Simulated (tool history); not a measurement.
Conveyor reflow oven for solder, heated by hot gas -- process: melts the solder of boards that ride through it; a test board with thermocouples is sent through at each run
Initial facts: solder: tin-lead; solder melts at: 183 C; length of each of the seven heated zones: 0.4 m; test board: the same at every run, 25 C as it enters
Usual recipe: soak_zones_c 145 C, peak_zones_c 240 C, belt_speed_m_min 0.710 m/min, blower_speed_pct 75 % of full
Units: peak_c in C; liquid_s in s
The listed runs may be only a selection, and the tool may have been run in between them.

Run 1, hour 0.0: usual settings. Result: peak_c 222.3 C, liquid_s 56.8 s.
Run 2, hour 17.4: usual settings but peak_zones_c 239 C. Result: peak_c 221.2 C, liquid_s 56.2 s.
Run 3, hour 36.9: usual settings. Result: peak_c 222.5 C, liquid_s 56.8 s.
Run 4, hour 50.2: usual settings. Result: peak_c 222.0 C, liquid_s 56.5 s.
Run 5, hour 68.0: usual settings but peak_zones_c 230 C. Result: peak_c 213.5 C, liquid_s 50.9 s.
Run 6, hour 81.5: usual settings but peak_zones_c 245 C. Result: peak_c 225.9 C, liquid_s 58.7 s.
Run 7, hour 97.6: usual settings but peak_zones_c 245 C. Result: peak_c 226.0 C, liquid_s 58.7 s.
Run 8, hour 111.4: usual settings. Result: peak_c 221.5 C, liquid_s 56.2 s.
Run 9, hour 130.7: usual settings. Result: peak_c 221.7 C, liquid_s 56.5 s.
Run 10, hour 150.4: usual settings. Result: peak_c 221.9 C, liquid_s 56.3 s.
Run 11, hour 160.9: usual settings. Result: peak_c 221.3 C, liquid_s 56.2 s.
Run 12, hour 180.0: usual settings. Result: peak_c 221.0 C, liquid_s 55.9 s.
At hour 196.5: flux residue cleaned out of gas plates and filters.
Run 13, hour 206.8: usual settings. Result: peak_c 223.1 C, liquid_s 57.5 s.
At hour 213.1: belt drive overhauled, speed set with a stopwatch.
Run 14, hour 224.9: usual settings. Result: peak_c 223.4 C, liquid_s 58.1 s.
Run 15, hour 236.9: usual settings but peak_zones_c 245 C. Result: peak_c 227.4 C, liquid_s 60.0 s.
At hour 259.9: belt drive overhauled, speed set with a stopwatch, once more.
Run 16, hour 264.3: usual settings but peak_zones_c 248 C, belt_speed_m_min 0.747 m/min. Result: peak_c 227.2 C, liquid_s 55.4 s.
Run 17, hour 287.5: usual settings but peak_zones_c 248 C, belt_speed_m_min 0.747 m/min. Result: peak_c 227.2 C, liquid_s 55.3 s.
Run 18, hour 301.8: usual settings but peak_zones_c 248 C, belt_speed_m_min 0.776 m/min, blower_speed_pct 76 % of full. Result: peak_c 225.5 C, liquid_s 52.4 s.
Run 19, hour 323.1: usual settings but peak_zones_c 231 C, belt_speed_m_min 0.831 m/min, blower_speed_pct 76 % of full. Result: peak_c 209.5 C, liquid_s 38.8 s.
Run 20, hour 338.1: usual settings but peak_zones_c 242 C, belt_speed_m_min 0.570 m/min, blower_speed_pct 76 % of full. Result: peak_c 229.7 C, liquid_s 75.0 s.
Run 21, hour 359.6: usual settings but peak_zones_c 242 C, belt_speed_m_min 0.570 m/min, blower_speed_pct 76 % of full. Result: peak_c 229.6 C, liquid_s 74.8 s.
Run 22, hour 381.3: usual settings but peak_zones_c 242 C, belt_speed_m_min 0.570 m/min, blower_speed_pct 76 % of full. Result: peak_c 229.5 C, liquid_s 75.1 s.
Run 23, hour 393.3: usual settings but peak_zones_c 242 C, belt_speed_m_min 0.570 m/min, blower_speed_pct 76 % of full. Result: peak_c 229.9 C, liquid_s 74.6 s.
Run 24, hour 407.9: usual settings but soak_zones_c 133 C, peak_zones_c 229 C. Result: peak_c 209.4 C, liquid_s 43.3 s.
Run 25, hour 419.1: usual settings but peak_zones_c 234 C. Result: peak_c 215.8 C, liquid_s 52.1 s.
Run 26, hour 429.7: usual settings but peak_zones_c 234 C. Result: peak_c 216.6 C, liquid_s 51.8 s.
Run 27, hour 452.9: usual settings but peak_zones_c 234 C, blower_speed_pct 54 % of full. Result: peak_c 212.1 C, liquid_s 48.1 s.
Run 28, hour 465.4: usual settings but peak_zones_c 228 C, belt_speed_m_min 0.670 m/min, blower_speed_pct 54 % of full. Result: peak_c 208.7 C, liquid_s 48.8 s.

Below are 5 alternative next runs, each starting from the tool's condition after run 28. Predict each:
Run A, hour 479.8: usual settings but soak_zones_c 150 C, peak_zones_c 235 C, belt_speed_m_min 0.810 m/min. Result: peak_c ?, liquid_s ?.
Run B, hour 479.8: usual settings but soak_zones_c 147 C, peak_zones_c 245 C, belt_speed_m_min 0.741 m/min, blower_speed_pct 54 % of full. Result: peak_c ?, liquid_s ?.
Run C, hour 479.8: usual settings but soak_zones_c 140 C, belt_speed_m_min 0.578 m/min. Result: peak_c ?, liquid_s ?.
Run D, hour 479.8: usual settings but soak_zones_c 152 C, peak_zones_c 254 C, blower_speed_pct 50 % of full. Result: peak_c ?, liquid_s ?.
Run E, hour 479.8: usual settings but belt_speed_m_min 0.617 m/min. Result: peak_c ?, liquid_s ?.

run  peak_c  liquid_s
  A   213.5      45.0
  B   220.0      52.1
  C   225.9      69.9
  D   228.1      61.6
  E   225.0      66.6
The same runs, with their run-to-run variation unchanged, on a tool lacking any hidden condition would have given:
run  peak_c  liquid_s
  A   216.4      46.9
  B   222.8      53.9
  C   228.7      71.5
  D   230.9      62.9
  E   227.9      68.1

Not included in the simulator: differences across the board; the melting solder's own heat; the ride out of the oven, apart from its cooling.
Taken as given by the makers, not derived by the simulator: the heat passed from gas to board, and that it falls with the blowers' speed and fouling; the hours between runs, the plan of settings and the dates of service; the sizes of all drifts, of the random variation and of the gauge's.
